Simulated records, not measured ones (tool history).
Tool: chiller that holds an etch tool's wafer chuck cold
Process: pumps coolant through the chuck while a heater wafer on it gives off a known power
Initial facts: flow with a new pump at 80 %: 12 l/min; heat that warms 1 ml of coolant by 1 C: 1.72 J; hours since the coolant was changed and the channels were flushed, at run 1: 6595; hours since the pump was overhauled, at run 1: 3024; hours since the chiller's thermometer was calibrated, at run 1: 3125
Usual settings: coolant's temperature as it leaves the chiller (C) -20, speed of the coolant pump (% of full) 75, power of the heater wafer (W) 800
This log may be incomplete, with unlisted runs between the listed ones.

run,day,coolant's temperature as it leaves the chiller (C),speed of the coolant pump (% of full),power of the heater wafer (W),hours since the coolant was changed and the channels were flushed,hours since the pump was overhauled,hours since the chiller's thermometer was calibrated,chuck's temperature once it has settled (C),how much warmer the coolant comes back (C)
1,0,-20,75,800,6595,3024,3125,-11,2.51
2,2.354,-20,64,800,6652,3081,3181,-10.2,3.05
3,3.875,-20,86,800,6688,3117,3218,-12.1,2.3
4,6.567,-20,86,800,6753,3182,3282,-12.1,2.29
# day 7.717: chiller's thermometer calibrated
5,9.604,-20,87,800,6825,3254,45,-12.4,2.26
6,12.733,-20,75,800,6900,3329,120,-11.3,2.62
7,15.375,-20,75,800,6963,3392,184,-11.4,2.67
8,18.267,-20,75,800,7033,3462,253,-11.4,2.6
# day 20.317: chiller's thermometer calibrated, once more
9,20.442,-20,75,800,7084,3513,3,-10.9,2.63
10,23.475,-20,75,800,7157,3586,76,-11,2.64
11,26.1,-20,75,800,7220,3649,139,-10.8,2.59
12,28.188,-24,75,985,7270,3699,189,-12.9,3.22
13,30.258,-14,95,516,7319,3749,239,-8.9,1.36
14,31.583,-14,95,516,7351,3780,270,-9.1,1.4
15,33.417,-29,65,1160,7395,3824,314,-14.2,4.43
16,36.404,-20,65,568,7467,3896,386,-12.9,2.14

Expected results for the next run?
17,39.417,-26,65,568,7539,3968,458,?,?

{"run 17": {"chuck's temperature once it has settled (C)": -19, "how much warmer the coolant comes back (C)": 2.2}}
Without the tool's hidden state the same run would have given chuck's temperature once it has settled (C) -19.9, how much warmer the coolant comes back (C) 2.07.

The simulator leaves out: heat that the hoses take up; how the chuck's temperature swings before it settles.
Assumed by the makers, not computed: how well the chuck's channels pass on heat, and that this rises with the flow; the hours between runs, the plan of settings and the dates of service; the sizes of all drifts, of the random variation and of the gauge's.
